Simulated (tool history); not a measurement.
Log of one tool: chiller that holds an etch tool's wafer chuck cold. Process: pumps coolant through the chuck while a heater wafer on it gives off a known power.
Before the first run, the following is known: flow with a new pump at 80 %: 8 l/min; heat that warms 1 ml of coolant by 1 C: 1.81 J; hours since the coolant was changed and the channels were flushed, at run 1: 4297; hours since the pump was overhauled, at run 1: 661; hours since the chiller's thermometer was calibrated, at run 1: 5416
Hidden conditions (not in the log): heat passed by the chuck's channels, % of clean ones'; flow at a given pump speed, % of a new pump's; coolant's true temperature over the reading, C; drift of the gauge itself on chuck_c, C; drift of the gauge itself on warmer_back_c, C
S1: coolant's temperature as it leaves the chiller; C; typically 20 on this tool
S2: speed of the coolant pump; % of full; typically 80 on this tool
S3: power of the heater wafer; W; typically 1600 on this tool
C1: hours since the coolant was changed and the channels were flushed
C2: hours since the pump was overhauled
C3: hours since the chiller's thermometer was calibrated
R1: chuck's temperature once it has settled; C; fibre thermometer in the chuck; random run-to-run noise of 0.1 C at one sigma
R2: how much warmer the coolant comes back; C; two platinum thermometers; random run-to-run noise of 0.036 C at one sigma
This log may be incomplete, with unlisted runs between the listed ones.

run,hour,S1,S2,S3,C1,C2,C3,R1,R2
1,0.0,20,80,1600,4297,661,5416,34.7,6.77
2,92.4,20,75,1600,4390,753,5508,35.7,7.14
# hour 152.1: chiller's thermometer calibrated
3,235.6,20,75,1600,4532,896,83,35.7,7.24
4,302.2,20,80,1600,4598,962,150,34.8,6.80
5,385.8,20,80,1600,4682,1046,234,34.8,6.84
6,544.8,20,80,1662,4841,1205,393,35.7,7.11
7,683.6,20,80,1600,4980,1344,531,35.0,6.86
# hour 820.9: chiller's thermometer calibrated, once more
8,832.2,20,80,1600,5127,1491,11,35.9,6.78
9,935.8,20,92,1600,5231,1595,115,33.9,5.96
10,1058.2,20,92,1600,5353,1717,237,34.0,5.91
11,1157.4,20,92,1600,5453,1816,337,34.2,5.95
12,1240.4,20,80,832,5536,1899,419,28.2,3.51
13,1340.4,20,80,1060,5636,1999,519,30.6,4.56
14,1500.7,20,80,1060,5796,2160,680,30.8,4.60
15,1600.2,20,80,1153,5895,2259,779,31.7,4.96
16,1667.1,20,80,1153,5962,2326,846,31.8,5.00
17,1743.7,20,80,1153,6039,2403,923,31.6,5.02
18,1898.8,19,80,2338,6194,2558,1078,43.0,10.26

The next listed run, before its measurement:
19,2023.2,12,80,1600,6318,2682,1202,?,?

R1: 28.4 C
R2: 7.00 C
Without the tool's hidden state the same run would have given R1 25.4 C, R2 6.61 C.
